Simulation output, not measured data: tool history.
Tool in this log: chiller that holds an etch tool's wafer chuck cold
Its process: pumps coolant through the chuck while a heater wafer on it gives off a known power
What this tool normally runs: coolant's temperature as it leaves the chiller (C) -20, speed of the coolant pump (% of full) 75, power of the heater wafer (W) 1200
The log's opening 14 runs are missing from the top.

| run | day | coolant's temperature as it leaves the chiller (C) | speed of the coolant pump (% of full) | power of the heater wafer (W) | chuck's temperature once it has settled (C) | how much warmer the coolant comes back (C) |
|---|---|---|---|---|---|---|
| 15 | 13.892 | -20 | 75 | 1200 | -6.7 | 4.09 |
| 16 | 15.012 | -20 | 75 | 1200 | -6.8 | 4.03 |
| 17 | 15.950 | -20 | 63 | 726 | -11.3 | 2.89 |
| 18 | 16.996 | -20 | 63 | 726 | -11.1 | 2.86 |
| 19 | 17.604 | -20 | 63 | 726 | -11.2 | 2.88 |
| 20 | 18.938 | -20 | 75 | 1443 | -4.1 | 4.85 |
| 21 | 19.704 | -13 | 72 | 628 | -5.9 | 2.21 |
| 22 | 20.546 | -16 | 66 | 1200 | -1.8 | 4.65 |
| 23 | 21.204 | -16 | 66 | 1200 | -1.9 | 4.59 |
| 24 | 22.138 | -16 | 97 | 1061 | -5.6 | 2.79 |
| 25 | 23.000 | -26 | 61 | 1544 | -7.2 | 6.39 |

Run 26, settings as shown, results not yet in. Your forecast:
| 26 | 23.742 | -20 | 75 | 1076 | ? | ? |

{"run 26": {"chuck's temperature once it has settled (C)": -7.9, "how much warmer the coolant comes back (C)": 3.63}}
The same run, on a tool lacking any hidden state, would have yielded chuck's temperature once it has settled (C) -7.9, how much warmer the coolant comes back (C) 3.63.
